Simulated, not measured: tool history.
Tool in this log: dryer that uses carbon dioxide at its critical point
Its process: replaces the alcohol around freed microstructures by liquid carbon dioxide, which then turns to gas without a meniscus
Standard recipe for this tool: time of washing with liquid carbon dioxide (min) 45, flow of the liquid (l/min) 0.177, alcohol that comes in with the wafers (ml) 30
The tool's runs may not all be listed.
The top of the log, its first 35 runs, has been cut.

run	hour	time of washing with liquid carbon dioxide (min)	flow of the liquid (l/min)	alcohol that comes in with the wafers (ml)	alcohol left in the vessel before it's heated (ppm by volume)
36	1656.7	56	0.118	89	896
37	1711.6	56	0.118	89	957
38	1755.7	56	0.188	38	44
39	1794.1	56	0.205	25	25
40	1823.4	57	0.233	78	31
41	1884.7	57	0.194	31	39
42	1914.7	45	0.172	30	200
43	1974.9	38	0.207	75	446
44	2008.7	38	0.207	75	467
45	2078.9	46	0.117	24	812
46	2132.4	46	0.114	82	3002

3 options for the next run, each taken on its own from the tool as it stands now. Forecast them:
# hour 2180.3: inlet filter changed
A	2185.2	45	0.177	60	?
# hour 2180.3: inlet filter changed
B	2185.2	46	0.19	31	?
# hour 2180.3: inlet filter changed
C	2185.2	28	0.182	105	?

run	alcohol left in the vessel before it's heated (ppm by volume)
A	174
B	72
C	2192
With the hidden condition removed and each run's random variation left untouched, the same runs would have given:
run	alcohol left in the vessel before it's heated (ppm by volume)
A	144
B	44
C	2147
